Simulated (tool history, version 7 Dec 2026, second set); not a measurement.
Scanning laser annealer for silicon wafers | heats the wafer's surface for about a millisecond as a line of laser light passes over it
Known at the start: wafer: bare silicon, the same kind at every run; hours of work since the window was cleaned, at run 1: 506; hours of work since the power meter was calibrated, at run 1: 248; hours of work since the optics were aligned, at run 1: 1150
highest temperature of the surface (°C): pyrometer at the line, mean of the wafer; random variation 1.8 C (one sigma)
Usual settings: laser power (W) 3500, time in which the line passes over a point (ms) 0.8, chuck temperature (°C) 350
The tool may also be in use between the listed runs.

run   hour  laser power (W)  time in which the line passes over a point (ms)  chuck temperature (°C)  hours of work since the window was cleaned  hours of work since the power meter was calibrated  hours of work since the optics were aligned  highest temperature of the surface (°C)
  1      0             3500                                              0.8                     350                                         506                                                 248                                         1150                                     1036
  2   10.2             3500                                              0.8                     350                                         511                                                 253                                         1155                                     1039
  3   25.5             3500                                              0.8                     350                                         518                                                 261                                         1162                                     1033
  4   33.3             3500                                              0.8                     350                                         522                                                 265                                         1166                                     1036
  5   42.2             3500                                              0.8                     375                                         527                                                 269                                         1170                                     1064
  6   49.1             3500                                              0.8                     375                                         530                                                 272                                         1174                                     1062
  7   59.2             3791                                            0.678                     347                                         535                                                 277                                         1179                                     1046
  8   65.9             3500                                            0.859                     363                                         538                                                 281                                         1182                                     1074
        70  -- laser's power meter calibrated
  9   80.9             3286                                              0.8                     350                                         544                                                   5                                         1188                                      982
 10   90.8             3286                                            0.766                     365                                         549                                                  10                                         1193                                      984
      97.8  -- laser's power meter calibrated, once more
 11  106.9             3286                                            0.766                     365                                         556                                                   5                                         1200                                      981
 12  117.2             3549                                              0.8                     350                                         561                                                  10                                         1205                                     1046

Hidden state at the last listed run before each entry between runs and at the first one after, where it differs:
Between runs 8 and 9: laser's power meter calibrated (hour 70)
  light that passes the window, % of a clean one's: 97.71 -> 97.68; laser's true power over the reading, %: 0.1 -> 0.14; width of the line over the set one, %: 3.14 -> 3.15
  measured less the result without the state, highest temperature of the surface (°C): -38 -> -34
Between runs 10 and 11: laser's power meter calibrated, once more (hour 97.8)
  light that passes the window, % of a clean one's: 97.66 -> 97.64; laser's true power over the reading, %: 0.14 -> 0.15; width of the line over the set one, %: 3.16 -> 3.18
  measured less the result without the state, highest temperature of the surface (°C): -33 -> -33

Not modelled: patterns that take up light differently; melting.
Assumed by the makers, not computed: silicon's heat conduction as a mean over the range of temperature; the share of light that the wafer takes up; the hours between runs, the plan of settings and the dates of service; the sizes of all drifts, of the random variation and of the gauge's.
